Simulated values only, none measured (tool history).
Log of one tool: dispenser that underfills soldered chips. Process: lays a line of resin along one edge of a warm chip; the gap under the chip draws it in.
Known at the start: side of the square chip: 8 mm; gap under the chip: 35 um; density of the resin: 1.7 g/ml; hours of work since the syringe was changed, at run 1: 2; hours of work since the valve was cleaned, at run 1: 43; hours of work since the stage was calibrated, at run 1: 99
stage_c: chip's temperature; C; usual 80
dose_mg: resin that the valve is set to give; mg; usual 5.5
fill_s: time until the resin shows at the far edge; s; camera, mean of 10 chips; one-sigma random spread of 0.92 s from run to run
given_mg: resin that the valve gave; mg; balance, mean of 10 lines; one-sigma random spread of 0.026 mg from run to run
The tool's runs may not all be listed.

run	hour	stage_c	dose_mg	hours of work since the syringe was changed	hours of work since the valve was cleaned	hours of work since the stage was calibrated	fill_s	given_mg
1	0	80	5.5	2	43	99	95.4	5.34
2	3.5	80	6.72	4	45	102	108.8	6.58
3	9.2	80	6.51	9	50	106	134.9	6.27
# hour 13.3: new syringe of resin
4	13.3	80	6.51	0	53	109	84.7	6.32
5	16.2	80	6.51	2	55	112	98	6.33
6	21.5	80	5.55	6	59	116	123.6	5.37
7	27.4	80	5.55	11	64	120	155.4	5.34
# hour 28.6: new syringe of resin
8	32.1	80	6.16	3	67	124	100	5.92
9	38.4	80	6.16	8	72	129	125.5	5.88
# hour 43.8: new syringe of resin
10	44	80	6.16	0	77	133	84.6	5.91
11	47.9	80	6.34	3	80	136	102	6.02
12	53.4	91	5.5	8	84	141	88.6	5.19
13	56.3	80	5.5	10	86	143	141.9	5.22
# hour 59: new syringe of resin
14	61.3	80	5.5	2	90	147	96.1	5.27
15	65.6	80	5.5	5	93	150	113.7	5.19
16	68.6	80	5.5	8	96	152	131.6	5.16
17	72.3	80	5.5	10	99	155	153	5.16
# hour 74.1: new syringe of resin
18	77.8	90	6.74	3	103	159	68.9	6.36

Predict the results of run 19:
19	81.9	84	4.92	6	106	163	?	?

{"run 19": {"fill_s": 107.7, "given_mg": 4.63}}
The same run, on a tool lacking any hidden state, would have yielded fill_s 77.3 s, given_mg 4.94 mg.

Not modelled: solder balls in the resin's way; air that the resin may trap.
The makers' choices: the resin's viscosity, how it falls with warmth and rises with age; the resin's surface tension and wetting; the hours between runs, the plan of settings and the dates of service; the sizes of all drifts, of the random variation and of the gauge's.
